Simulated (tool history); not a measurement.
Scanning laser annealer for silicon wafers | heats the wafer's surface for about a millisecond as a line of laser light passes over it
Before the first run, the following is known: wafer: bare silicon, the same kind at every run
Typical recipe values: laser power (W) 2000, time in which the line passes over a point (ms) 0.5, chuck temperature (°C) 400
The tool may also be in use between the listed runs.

run,hour,laser power (W),time in which the line passes over a point (ms),chuck temperature (°C),highest temperature of the surface (°C)
1,0,2000,0.5,400,1203
2,26.7,2000,0.5,400,1204
3,68.8,2000,0.5,400,1204
4,111,2000,0.5,375,1177
5,132.5,2000,0.5,375,1179
6,160.4,2089,0.5,400,1242
7,189.3,2000,0.553,400,1245
8,221.6,1826,0.5,400,1125
9,241.8,2000,0.364,400,1067
10,273.1,2000,0.364,400,1066
11,295.6,1989,0.5,400,1193
12,329.6,2000,0.5,400,1200
13,375.9,2000,0.399,400,1100
14,415.4,2000,0.399,400,1098
15,434.4,2000,0.399,400,1101
16,479,2000,0.399,400,1097
17,517.1,2099,0.5,400,1238
18,538.3,2099,0.5,400,1239
19,562.3,2099,0.5,400,1236
20,602,2099,0.5,400,1236
21,629,2060,0.413,383,1115
22,665.1,2000,0.5,392,1183
23,699.5,2086,0.448,400,1177
24,728.6,1921,0.541,378,1166
25,760.4,1876,0.41,378,1035
26,801.8,1876,0.41,378,1034
27,823.5,1876,0.41,373,1028
28,863.9,1717,0.405,409,997
29,886.5,1717,0.405,409,996
30,919.8,2000,0.608,400,1279
31,941.5,1812,0.5,400,1103
32,965,1978,0.476,392,1146
33,987,1703,0.5,400,1054
34,1015.9,2000,0.362,439,1089
35,1056.3,1813,0.357,400,978
36,1084.3,1888,0.384,377,1008
37,1116.9,1887,0.5,400,1130
38,1138.1,1995,0.516,408,1200
39,1167.2,1995,0.488,439,1208
40,1188.4,2000,0.429,400,1114

4 options for the next run, each taken on its own from the tool as it stands now. Forecast them:
A,1223.7,1721,0.5,400,?
B,1223.7,2005,0.354,362,?
C,1223.7,2138,0.429,377,?
D,1223.7,2000,0.429,429,?

run,highest temperature of the surface (°C)
A,1057
B,1001
C,1145
D,1146
With no hidden state in the tool, these same runs would have given:
run,highest temperature of the surface (°C)
A,1078
B,1021
C,1169
D,1168
